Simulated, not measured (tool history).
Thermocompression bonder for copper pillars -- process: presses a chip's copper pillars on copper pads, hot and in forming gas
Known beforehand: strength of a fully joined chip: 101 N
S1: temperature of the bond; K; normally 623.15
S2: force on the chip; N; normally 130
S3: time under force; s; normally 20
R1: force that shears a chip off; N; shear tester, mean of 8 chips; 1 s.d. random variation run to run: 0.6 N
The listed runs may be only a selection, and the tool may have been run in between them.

run 1 hour=0 | S1=623.15 S2=130 S3=20 | R1=57.5
run 2 hour=37.2 | S1=623.15 S2=130 S3=20 | R1=58.5
run 3 hour=96.6 | S1=623.15 S2=130 S3=20 | R1=57.8
run 4 hour=157.8 | S1=623.15 S2=130 S3=20 | R1=56.6
run 5 hour=198.6 | S1=623.15 S2=86 S3=20 | R1=36.7
-- hour=209.8 forming gas filter changed
run 6 hour=239.4 | S1=623.15 S2=86 S3=20 | R1=38
run 7 hour=280.1 | S1=623.15 S2=130 S3=13 | R1=49.9
run 8 hour=313.2 | S1=623.15 S2=130 S3=13 | R1=49.5
run 9 hour=341.1 | S1=623.15 S2=130 S3=10 | R1=45.4
run 10 hour=382.7 | S1=623.15 S2=130 S3=10 | R1=46.4
run 11 hour=428.2 | S1=623.15 S2=116 S3=20 | R1=50.3
run 12 hour=461.3 | S1=623.15 S2=116 S3=19 | R1=50.4
run 13 hour=505.7 | S1=623.15 S2=116 S3=19 | R1=49.5
-- hour=557.9 forming gas filter changed
run 14 hour=558.1 | S1=623.15 S2=130 S3=18 | R1=56.2
run 15 hour=606.5 | S1=623.15 S2=130 S3=30 | R1=64.9
run 16 hour=650.5 | S1=646.15 S2=130 S3=20 | R1=69.6
run 17 hour=677.6 | S1=646.15 S2=130 S3=20 | R1=69.7
run 18 hour=727.3 | S1=646.15 S2=130 S3=20 | R1=69.5
run 19 hour=771.7 | S1=646.15 S2=130 S3=20 | R1=69
run 20 hour=822.3 | S1=646.15 S2=130 S3=20 | R1=68.8
run 21 hour=855.6 | S1=646.15 S2=130 S3=20 | R1=68.3
run 22 hour=881.8 | S1=641.15 S2=156 S3=11 | R1=65.3
-- hour=905.9 forming gas filter changed
run 23 hour=917.1 | S1=641.15 S2=156 S3=11 | R1=67.1
-- hour=940 heater calibrated with a thermocouple chip
run 24 hour=966.3 | S1=626.15 S2=130 S3=20 | R1=64.8
run 25 hour=1008.1 | S1=626.15 S2=130 S3=20 | R1=63.5
-- hour=1014.7 force cell calibrated
run 26 hour=1063.8 | S1=619.15 S2=89 S3=53 | R1=53.1
run 27 hour=1102 | S1=613.15 S2=89 S3=14 | R1=29.7
run 28 hour=1129.2 | S1=605.15 S2=163 S3=20 | R1=57.8
run 29 hour=1157.2 | S1=595.15 S2=132 S3=26 | R1=46.4
run 30 hour=1192.2 | S1=627.15 S2=132 S3=15 | R1=54.5
run 31 hour=1227.8 | S1=627.15 S2=132 S3=15 | R1=54.1
-- hour=1256.4 forming gas filter changed
run 32 hour=1273.4 | S1=627.15 S2=132 S3=44 | R1=74.8
run 33 hour=1316.6 | S1=599.15 S2=141 S3=32 | R1=56.4
run 34 hour=1350.2 | S1=599.15 S2=129 S3=10 | R1=33.6
run 35 hour=1375.6 | S1=618.15 S2=158 S3=40 | R1=76.8
run 36 hour=1421.2 | S1=636.15 S2=87 S3=12 | R1=35.4
run 37 hour=1476.3 | S1=646.15 S2=87 S3=12 | R1=40.4
run 38 hour=1531.8 | S1=600.15 S2=158 S3=18 | R1=51.7

Alternative continuations, all from the tool just after run 38; predict every row:
run A hour=1575.2 | S1=600.15 S2=81 S3=59 | R1=?
run B hour=1575.2 | S1=631.15 S2=106 S3=28 | R1=?
run C hour=1575.2 | S1=595.15 S2=130 S3=20 | R1=?
run D hour=1575.2 | S1=623.15 S2=128 S3=20 | R1=?

run=A R1=37.8
run=B R1=55.3
run=C R1=41
run=D R1=55.5
Had the tool no hidden state, the same runs would have come out as:
run=A R1=39.8
run=B R1=57.6
run=C R1=43.1
run=D R1=58
